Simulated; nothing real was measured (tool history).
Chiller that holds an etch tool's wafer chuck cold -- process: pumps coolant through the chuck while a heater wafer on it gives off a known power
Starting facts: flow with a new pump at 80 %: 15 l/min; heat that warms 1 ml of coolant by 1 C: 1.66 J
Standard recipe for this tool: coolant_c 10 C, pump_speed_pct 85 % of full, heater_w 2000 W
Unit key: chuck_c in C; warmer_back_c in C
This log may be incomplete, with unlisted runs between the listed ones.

run,day,coolant_c,pump_speed_pct,heater_w,chuck_c,warmer_back_c
1,0,10,85,2000,23,4.65
2,2.571,10,85,2134,24.3,4.93
3,4.979,10,85,2134,24.2,5.05
4,8.458,10,85,2134,24.4,4.96
5,10.892,10,85,2134,24.1,5.05
6,13.438,10,85,2134,24.4,5.01
7,14.967,10,85,2134,24.3,5.04
8,17.425,10,85,2134,24.5,5.08
9,20.438,10,85,2134,24.4,5.08
# day 20.967: coolant pump overhauled
10,22.708,18,85,2000,31.9,4.87
11,25.046,10,85,1607,21.3,3.9
12,26.8,11,77,1142,20,3.13
13,30.454,17,97,1224,24.7,2.58
14,32.588,17,97,1224,24.7,2.61
15,35.35,17,97,1224,24.6,2.62
16,37.296,17,97,1224,24.8,2.6
17,39.362,10,68,2000,27.9,6.28
# day 40.438: coolant pump overhauled, once more
18,42.7,20,68,1300,31,3.78
19,45.583,20,100,1300,27.5,2.4

Alternative continuations, all from the tool just after run 19; predict every row:
A,48.292,15,100,1300,?,?
B,48.292,20,79,1763,?,?
C,48.292,10,85,2718,?,?

run,chuck_c,warmer_back_c
A,22.7,2.4
B,32.8,4.3
C,28.1,6.18
Without the tool's hidden state the same runs would have given:
run,chuck_c,warmer_back_c
A,21.7,2.38
B,31.4,4.27
C,26.1,6.14

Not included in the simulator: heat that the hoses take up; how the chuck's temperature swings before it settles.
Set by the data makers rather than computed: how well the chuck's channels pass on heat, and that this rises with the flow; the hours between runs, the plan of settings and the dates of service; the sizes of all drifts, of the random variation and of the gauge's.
